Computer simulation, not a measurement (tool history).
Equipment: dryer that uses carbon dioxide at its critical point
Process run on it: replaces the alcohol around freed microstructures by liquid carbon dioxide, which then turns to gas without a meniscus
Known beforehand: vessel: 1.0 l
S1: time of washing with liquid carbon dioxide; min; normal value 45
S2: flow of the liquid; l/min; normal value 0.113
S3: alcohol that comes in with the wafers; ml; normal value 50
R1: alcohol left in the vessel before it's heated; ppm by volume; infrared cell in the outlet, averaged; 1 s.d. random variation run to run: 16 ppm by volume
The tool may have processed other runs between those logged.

Run 1, hour 0.0: usual settings. Result: R1 1081 ppm by volume.
Run 2, hour 18.4: usual settings. Result: R1 1101 ppm by volume.
Run 3, hour 29.0: usual settings. Result: R1 1067 ppm by volume.
Run 4, hour 40.9: usual settings. Result: R1 1121 ppm by volume.
Run 5, hour 53.8: usual settings. Result: R1 1155 ppm by volume.
Run 6, hour 65.9: usual settings. Result: R1 1115 ppm by volume.
Run 7, hour 74.0: usual settings. Result: R1 1131 ppm by volume.
Run 8, hour 82.2: usual settings. Result: R1 1162 ppm by volume.
Run 9, hour 93.6: usual settings. Result: R1 1152 ppm by volume.
Run 10, hour 108.8: usual settings. Result: R1 1159 ppm by volume.
Run 11, hour 121.1: usual settings. Result: R1 1163 ppm by volume.
Run 12, hour 134.9: usual settings. Result: R1 1149 ppm by volume.
Run 13, hour 147.4: usual settings. Result: R1 1181 ppm by volume.
Run 14, hour 164.1: usual settings. Result: R1 1163 ppm by volume.
Run 15, hour 174.6: usual settings. Result: R1 1164 ppm by volume.
Run 16, hour 190.0: usual settings. Result: R1 1223 ppm by volume.
Run 17, hour 207.8: usual settings. Result: R1 1213 ppm by volume.
Run 18, hour 217.4: usual settings but S1 33 min. Result: R1 3142 ppm by volume.
Run 19, hour 227.3: usual settings. Result: R1 1207 ppm by volume.
Run 20, hour 246.0: usual settings but S2 0.096 l/min. Result: R1 2151 ppm by volume.
Run 21, hour 260.3: usual settings but S2 0.094 l/min. Result: R1 2213 ppm by volume.
Run 22, hour 276.8: usual settings but S2 0.094 l/min. Result: R1 2267 ppm by volume.
Run 23, hour 288.6: usual settings but S1 31 min, S2 0.085 l/min, S3 57 ml. Result: R1 8046 ppm by volume.
Run 24, hour 305.1: usual settings but S1 63 min, S2 0.081 l/min, S3 57 ml. Result: R1 1365 ppm by volume.
Run 25, hour 315.9: usual settings but S1 42 min, S3 66 ml. Result: R1 2046 ppm by volume.
Run 26, hour 323.6: usual settings but S1 42 min, S3 66 ml. Result: R1 2042 ppm by volume.
Run 27, hour 336.5: usual settings but S1 55 min, S2 0.088 l/min, S3 103 ml. Result: R1 2985 ppm by volume.
Run 28, hour 344.6: usual settings but S1 48 min, S3 51 ml. Result: R1 1058 ppm by volume.
Run 29, hour 362.7: usual settings but S1 48 min, S2 0.096 l/min, S3 51 ml. Result: R1 1826 ppm by volume.
Run 30, hour 380.6: usual settings but S1 48 min, S2 0.096 l/min, S3 51 ml. Result: R1 1833 ppm by volume.
Run 31, hour 395.5: usual settings but S1 48 min, S2 0.096 l/min, S3 51 ml. Result: R1 1834 ppm by volume.
Run 32, hour 405.0: usual settings but S1 46 min. Result: R1 1205 ppm by volume.
Run 33, hour 423.1: usual settings but S1 33 min, S2 0.141 l/min, S3 22 ml. Result: R1 835 ppm by volume.
Run 34, hour 437.6: usual settings but S1 33 min, S2 0.141 l/min, S3 22 ml. Result: R1 859 ppm by volume.
Run 35, hour 455.4: usual settings but S1 35 min. Result: R1 2830 ppm by volume.
Run 36, hour 467.7: usual settings but S3 28 ml. Result: R1 784 ppm by volume.
Run 37, hour 483.4: usual settings but S3 28 ml. Result: R1 829 ppm by volume.
Run 38, hour 495.6: usual settings but S2 0.145 l/min, S3 28 ml. Result: R1 360 ppm by volume.
Run 39, hour 512.1: usual settings but S1 39 min, S2 0.133 l/min, S3 62 ml. Result: R1 1562 ppm by volume.

Alternative continuations, all from the tool just after run 39; predict every row:
Run A, hour 522.8: usual settings but S1 39 min, S2 0.133 l/min, S3 37 ml. Result: R1 ?.
Run B, hour 522.8: usual settings but S1 36 min, S2 0.174 l/min, S3 62 ml. Result: R1 ?.
Run C, hour 522.8: usual settings but S1 41 min, S3 25 ml. Result: R1 ?.
Run D, hour 522.8: usual settings but S1 39 min, S2 0.108 l/min, S3 62 ml. Result: R1 ?.
Run E, hour 522.8: usual settings but S2 0.088 l/min. Result: R1 ?.

run    R1
  A   967
  B   803
  C   972
  D  2979
  E  2977
Without the tool's hidden state the same runs would have given:
run    R1
  A   660
  B   504
  C   683
  D  2335
  E  2360

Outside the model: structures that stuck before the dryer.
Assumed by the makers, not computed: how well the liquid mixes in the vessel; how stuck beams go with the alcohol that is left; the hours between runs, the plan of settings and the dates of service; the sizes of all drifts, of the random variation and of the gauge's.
